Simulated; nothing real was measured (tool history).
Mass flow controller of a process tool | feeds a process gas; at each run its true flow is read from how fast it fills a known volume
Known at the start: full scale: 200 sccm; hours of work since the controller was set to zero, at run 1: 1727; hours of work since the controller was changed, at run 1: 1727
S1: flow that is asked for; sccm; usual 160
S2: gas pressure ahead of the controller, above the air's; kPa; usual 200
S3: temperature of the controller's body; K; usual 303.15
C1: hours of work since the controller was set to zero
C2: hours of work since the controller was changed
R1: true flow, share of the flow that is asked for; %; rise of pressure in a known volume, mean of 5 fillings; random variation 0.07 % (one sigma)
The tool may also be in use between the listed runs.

| run | hour | S1 | S2 | S3 | C1 | C2 | R1 |
|---|---|---|---|---|---|---|---|
| 1 | 0 | 160 | 200 | 303.15 | 1727 | 1727 | 99.37 |
| 2 | 205.5 | 160 | 151 | 303.15 | 1851 | 1851 | 99.79 |
| 3 | 357.7 | 160 | 151 | 303.15 | 1942 | 1942 | 99.67 |
| 4 | 600.5 | 160 | 151 | 303.15 | 2089 | 2089 | 99.77 |
| 5 | 739 | 160 | 151 | 303.15 | 2172 | 2172 | 99.89 |
| 6 | 976.9 | 160 | 151 | 303.15 | 2316 | 2316 | 99.77 |
| 7 | 1102.4 | 160 | 200 | 303.15 | 2392 | 2392 | 99.46 |
| 8 | 1384.6 | 160 | 200 | 303.15 | 2562 | 2562 | 99.39 |
| 9 | 1613 | 160 | 200 | 303.15 | 2700 | 2700 | 99.44 |
| 10 | 1851.5 | 160 | 200 | 303.15 | 2843 | 2843 | 99.43 |
| 11 | 2039.8 | 160 | 200 | 303.15 | 2957 | 2957 | 99.34 |
| 12 | 2160.6 | 160 | 200 | 303.15 | 3030 | 3030 | 99.35 |
| 13 | 2415.5 | 87 | 220 | 303.15 | 3183 | 3183 | 99.75 |
| 14 | 2622.4 | 160 | 155 | 303.15 | 3308 | 3308 | 99.81 |
| 15 | 2777.4 | 160 | 155 | 303.15 | 3402 | 3402 | 99.82 |
| 16 | 2898.8 | 160 | 155 | 303.15 | 3475 | 3475 | 99.79 |
| 17 | 3039 | 27 | 200 | 311.15 | 3559 | 3559 | 102.02 |
| 18 | 3323.3 | 160 | 225 | 294.15 | 3731 | 3731 | 100.21 |
| 19 | 3575.7 | 160 | 165 | 298.15 | 3883 | 3883 | 100.16 |
| 20 | 3732.2 | 24 | 199 | 298.15 | 3978 | 3978 | 104.66 |
| 21 | 3969.5 | 54 | 199 | 298.15 | 4121 | 4121 | 101.4 |

4 ways to go on from here, each from the tool as it stands after run 21. What would each give?
| A | 4173.3 | 145 | 199 | 298.15 | 4244 | 4244 | ? |
| B | 4173.3 | 35 | 169 | 300.15 | 4244 | 4244 | ? |
| C | 4173.3 | 22 | 259 | 301.15 | 4244 | 4244 | ? |
| D | 4173.3 | 26 | 175 | 310.15 | 4244 | 4244 | ? |

| run | R1 |
|---|---|
| A | 100.04 |
| B | 102.99 |
| C | 104.89 |
| D | 103.39 |
Without the tool's hidden state the same runs would have given:
| run | R1 |
|---|---|
| A | 99.88 |
| B | 99.54 |
| C | 98.86 |
| D | 98.43 |

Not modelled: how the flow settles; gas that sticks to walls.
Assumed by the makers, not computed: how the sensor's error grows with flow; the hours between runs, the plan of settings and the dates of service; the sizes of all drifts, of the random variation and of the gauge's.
